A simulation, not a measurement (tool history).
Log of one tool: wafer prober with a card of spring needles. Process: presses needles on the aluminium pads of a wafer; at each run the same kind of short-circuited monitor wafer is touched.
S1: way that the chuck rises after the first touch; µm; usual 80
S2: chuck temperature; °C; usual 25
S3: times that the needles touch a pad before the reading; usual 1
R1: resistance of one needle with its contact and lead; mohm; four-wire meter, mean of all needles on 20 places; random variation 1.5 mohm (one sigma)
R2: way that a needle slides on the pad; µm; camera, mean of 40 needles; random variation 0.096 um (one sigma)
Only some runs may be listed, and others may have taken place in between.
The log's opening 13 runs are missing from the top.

run	day	S1	S2	S3	R1	R2
# day 6.508: tips cleaned on abrasive film
# day 6.717: tips cleaned on abrasive film
# day 6.9: tips cleaned on abrasive film
14	7.038	80	25	1	131	22.16
# day 7.075: tips cleaned on abrasive film
# day 7.288: tips cleaned on abrasive film
15	7.35	80	27	1	134	22.22
# day 7.479: tips cleaned on abrasive film
# day 7.675: tips cleaned on abrasive film
16	7.742	80	27	1	133	22.16
# day 7.871: tips cleaned on abrasive film
# day 8.071: tips cleaned on abrasive film
# day 8.25: tips cleaned on abrasive film
17	8.25	78	37	1	133	21.76
# day 8.462: tips cleaned on abrasive film
# day 8.638: tips cleaned on abrasive film
18	8.683	63	25	2	135	17.5
# day 8.846: tips cleaned on abrasive film
# day 9.05: tips cleaned on abrasive film
19	9.062	66	25	3	130	18.14
# day 9.233: tips cleaned on abrasive film
# day 9.404: tips cleaned on abrasive film
# day 9.608: tips cleaned on abrasive film
20	9.612	69	25	3	135	18.93
# day 9.821: tips cleaned on abrasive film
# day 10.025: tips cleaned on abrasive film
21	10.175	80	25	3	132	22.26
# day 10.221: tips cleaned on abrasive film
# day 10.429: tips cleaned on abrasive film
# day 10.625: tips cleaned on abrasive film
22	10.625	86	57	3	138	23.78
# day 10.833: tips cleaned on abrasive film
# day 11.029: tips cleaned on abrasive film
23	11.196	86	57	3	139	23.85
# day 11.242: tips cleaned on abrasive film
# day 11.446: tips cleaned on abrasive film
24	11.529	88	25	2	131	24.49
# day 11.621: tips cleaned on abrasive film
# day 11.829: tips cleaned on abrasive film
25	11.908	88	25	2	133	24.47
# day 12.038: tips cleaned on abrasive film
# day 12.246: tips cleaned on abrasive film
# day 12.438: tips cleaned on abrasive film
26	12.508	62	98	3	146	17.18
# day 12.621: tips cleaned on abrasive film
# day 12.829: tips cleaned on abrasive film
# day 13.021: tips cleaned on abrasive film
27	13.088	62	98	3	147	17.13
# day 13.212: tips cleaned on abrasive film
# day 13.421: tips cleaned on abrasive film
28	13.483	64	25	1	135	17.77
# day 13.6: tips cleaned on abrasive film
# day 13.65: height of the first contact set anew
# day 13.821: tips cleaned on abrasive film
# day 14.012: tips cleaned on abrasive film
# day 14.2: tips cleaned on abrasive film
29	14.2	64	25	1	136	17.8
# day 14.404: tips cleaned on abrasive film
# day 14.617: tips cleaned on abrasive film
30	14.762	71	54	1	138	19.67

Below are 3 alternative next runs, each starting from the tool's condition after run 30. Predict each:
# day 14.808: tips cleaned on abrasive film
# day 15.008: tips cleaned on abrasive film
A	15.142	97	99	1	?	?
# day 14.808: tips cleaned on abrasive film
# day 15.008: tips cleaned on abrasive film
B	15.142	65	52	2	?	?
# day 14.808: tips cleaned on abrasive film
# day 15.008: tips cleaned on abrasive film
C	15.142	69	38	2	?	?

run	R1	R2
A	144	26.91
B	138	17.99
C	133	19.17
The same runs, with their run-to-run variation unchanged, on a tool lacking any hidden condition would have given:
run	R1	R2
A	144	26.91
B	138	17.99
C	133	19.17
